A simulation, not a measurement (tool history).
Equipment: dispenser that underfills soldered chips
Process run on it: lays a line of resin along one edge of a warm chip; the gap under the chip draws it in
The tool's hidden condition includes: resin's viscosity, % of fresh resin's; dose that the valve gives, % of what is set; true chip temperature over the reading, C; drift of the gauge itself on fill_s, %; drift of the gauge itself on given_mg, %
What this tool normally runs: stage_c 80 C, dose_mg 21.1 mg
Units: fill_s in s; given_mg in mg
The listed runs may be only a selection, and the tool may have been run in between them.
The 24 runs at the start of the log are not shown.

run	day	stage_c	dose_mg	hours of work since the syringe was changed	hours of work since the valve was cleaned	hours of work since the stage was calibrated	fill_s	given_mg
# day 11.925: new syringe of resin
# day 12.462: new syringe of resin
25	12.571	70	21.1	2	63	362	333.8	20.72
# day 12.975: new syringe of resin
# day 13.017: stage's temperature calibrated
26	13.038	70	21.1	0	69	0	295.7	20.54
# day 13.521: new syringe of resin
27	13.712	73	26.8	3	80	11	319.5	25.8
# day 14.029: new syringe of resin
28	14.358	73	26.8	5	90	21	395.6	25.79
# day 14.546: new syringe of resin
29	14.983	73	26.8	7	100	31	443.4	25.74
# day 15.075: new syringe of resin
30	15.325	75	21.1	4	105	36	328.1	20.31
# day 15.592: new syringe of resin
# day 15.758: dispensing valve cleaned and set on the balance
31	15.8	76	26.7	3	1	42	293.4	26.44
# day 16.146: new syringe of resin
32	16.146	93	24.3	0	6	48	134.2	24.17
33	16.617	71	20.7	7	13	55	508.1	20.52

Branching from run 33: 4 alternative next runs. What would each branch give?
# day 16.675: new syringe of resin
A	17.046	92	24.3	6	20	62	?	?
# day 16.675: new syringe of resin
B	17.046	95	24.3	6	20	62	?	?
# day 16.675: new syringe of resin
C	17.046	85	26.1	6	20	62	?	?
# day 16.675: new syringe of resin
D	17.046	80	22.4	6	20	62	?	?

run	fill_s	given_mg
A	222.9	24.17
B	200.5	23.86
C	276.3	25.81
D	328.1	22.14
With no hidden state in the tool, these same runs would have given:
run	fill_s	given_mg
A	137.1	24.46
B	123.3	24.14
C	169.9	26.12
D	201.7	22.4
